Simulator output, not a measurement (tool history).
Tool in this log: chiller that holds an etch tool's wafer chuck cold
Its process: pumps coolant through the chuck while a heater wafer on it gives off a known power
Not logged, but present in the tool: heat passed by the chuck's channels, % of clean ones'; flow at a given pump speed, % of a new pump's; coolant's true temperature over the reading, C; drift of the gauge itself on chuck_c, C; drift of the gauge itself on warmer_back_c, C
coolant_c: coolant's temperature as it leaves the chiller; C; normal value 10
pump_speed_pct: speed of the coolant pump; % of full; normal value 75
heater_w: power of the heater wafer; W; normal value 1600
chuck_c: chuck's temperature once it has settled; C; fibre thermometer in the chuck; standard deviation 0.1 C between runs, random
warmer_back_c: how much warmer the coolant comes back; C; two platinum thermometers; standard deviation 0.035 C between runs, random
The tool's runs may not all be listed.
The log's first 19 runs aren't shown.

run	hour	coolant_c	pump_speed_pct	heater_w	hours since the coolant was changed and the channels were flushed	hours since the pump was overhauled	hours since the chiller's thermometer was calibrated	chuck_c	warmer_back_c
20	443.6	13	75	1309	2788	1848	2225	26.4	4.89
21	462.7	13	75	1309	2807	1867	2245	26.3	4.95
22	491.7	16	74	1600	2836	1897	2274	32.5	6.14
23	509.1	10	61	986	2854	1914	2291	22.1	4.6
24	539.1	10	75	1291	2884	1944	2321	23.1	4.87
25	557.6	14	66	1291	2902	1962	2339	28.8	5.62
26	572.4	13	74	1291	2917	1977	2354	26.3	4.97
27	602	13	72	2126	2947	2007	2384	35.5	8.32
28	637	17	87	993	2982	2042	2419	25.9	3.2
29	656.4	17	87	993	3001	2061	2438	25.9	3.2
30	670.6	10	75	932	3015	2075	2452	19.5	3.5
31	697.8	10	75	932	3042	2103	2480	19.6	3.5
32	717.2	10	75	932	3062	2122	2499	19.5	3.49

Alternative continuations, all from the tool just after run 32; predict every row:
A	741.2	17	81	1785	3086	2146	2523	?	?
B	741.2	10	65	1600	3086	2146	2523	?	?
C	741.2	10	72	1600	3086	2146	2523	?	?
D	741.2	10	78	2337	3086	2146	2523	?	?

run	chuck_c	warmer_back_c
A	34.2	6.17
B	28.6	6.98
C	26.8	6.29
D	33	8.47
With the hidden condition removed and each run's random variation left untouched, the same runs would have given:
run	chuck_c	warmer_back_c
A	34.1	6.16
B	28.6	6.98
C	26.8	6.29
D	33	8.47
